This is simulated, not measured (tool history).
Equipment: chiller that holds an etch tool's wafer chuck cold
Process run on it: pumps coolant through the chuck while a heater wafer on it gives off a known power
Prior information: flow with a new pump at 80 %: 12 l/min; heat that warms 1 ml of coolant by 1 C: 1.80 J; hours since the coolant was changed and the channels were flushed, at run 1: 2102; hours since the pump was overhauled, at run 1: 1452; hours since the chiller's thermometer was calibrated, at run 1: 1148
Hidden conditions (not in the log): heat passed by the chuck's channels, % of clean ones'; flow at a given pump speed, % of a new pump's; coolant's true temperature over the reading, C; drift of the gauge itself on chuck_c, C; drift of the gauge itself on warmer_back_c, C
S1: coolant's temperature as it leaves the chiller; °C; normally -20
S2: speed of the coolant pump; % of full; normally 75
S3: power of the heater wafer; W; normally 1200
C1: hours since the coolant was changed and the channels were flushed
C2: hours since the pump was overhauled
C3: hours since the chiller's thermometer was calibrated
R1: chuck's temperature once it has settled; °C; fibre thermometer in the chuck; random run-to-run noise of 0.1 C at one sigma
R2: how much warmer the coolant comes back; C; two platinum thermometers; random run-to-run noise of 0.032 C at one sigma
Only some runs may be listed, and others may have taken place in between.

Run 1, hour 0: usual settings; C1 2102; C2 1452; C3 1148. Result: R1 -4.4 °C, R2 3.59 C.
Run 2, hour 34.5: usual settings but S1 -21 °C; C1 2137; C2 1487; C3 1182. Result: R1 -5.3 °C, R2 3.55 C.
Run 3, hour 74.1: usual settings but S3 861 W; C1 2176; C2 1526; C3 1222. Result: R1 -8.8 °C, R2 2.58 C.
Run 4, hour 101.6: usual settings but S3 861 W; C1 2204; C2 1554; C3 1249. Result: R1 -8.9 °C, R2 2.57 C.
Run 5, hour 137.2: usual settings but S3 861 W; C1 2240; C2 1589; C3 1285. Result: R1 -8.9 °C, R2 2.61 C.
Run 6, hour 177.3: usual settings but S3 861 W; C1 2280; C2 1629; C3 1325. Result: R1 -8.9 °C, R2 2.63 C.
Run 7, hour 215.1: usual settings but S3 861 W; C1 2317; C2 1667; C3 1363. Result: R1 -8.7 °C, R2 2.55 C.
Run 8, hour 237.6: usual settings but S3 861 W; C1 2340; C2 1690; C3 1385. Result: R1 -8.7 °C, R2 2.59 C.
Run 9, hour 269.6: usual settings but S2 73 % of full; C1 2372; C2 1722; C3 1417. Result: R1 -4.3 °C, R2 3.8 C.
Run 10, hour 304.1: usual settings but S2 73 % of full; C1 2406; C2 1756; C3 1452. Result: R1 -4 °C, R2 3.76 C.
Run 11, hour 325.6: usual settings but S2 73 % of full, S3 1758 W; C1 2428; C2 1778; C3 1473. Result: R1 3.1 °C, R2 5.46 C.
Run 12, hour 346.4: usual settings; C1 2449; C2 1799; C3 1494. Result: R1 -4.5 °C, R2 3.64 C.
Run 13, hour 390.1: usual settings; C1 2492; C2 1842; C3 1538. Result: R1 -4.3 °C, R2 3.66 C.
Run 14, hour 409.5: usual settings; C1 2512; C2 1862; C3 1557. Result: R1 -4.5 °C, R2 3.66 C.
Run 15, hour 442.8: usual settings; C1 2545; C2 1895; C3 1590. Result: R1 -4.5 °C, R2 3.7 C.
Run 16, hour 486.3: usual settings; C1 2589; C2 1938; C3 1634. Result: R1 -4.3 °C, R2 3.71 C.
Run 17, hour 506.8: usual settings; C1 2609; C2 1959; C3 1654. Result: R1 -4.5 °C, R2 3.69 C.
Run 18, hour 547.2: usual settings but S1 -25 °C, S3 601 W; C1 2649; C2 1999; C3 1695. Result: R1 -17.3 °C, R2 1.84 C.

Run 19, settings as shown, results not yet in. Your forecast:
Run 19, hour 580.9: usual settings but S1 -27 °C, S2 69 % of full, S3 601 W; C1 2683; C2 2033; C3 1729. Result: R1 ?, R2 ?.

{"run 19": {"R1": -18.7, "R2": 2.12}}
Had the tool carried no hidden state, the very same run would have given R1 -18.7 °C, R2 2.01 C.

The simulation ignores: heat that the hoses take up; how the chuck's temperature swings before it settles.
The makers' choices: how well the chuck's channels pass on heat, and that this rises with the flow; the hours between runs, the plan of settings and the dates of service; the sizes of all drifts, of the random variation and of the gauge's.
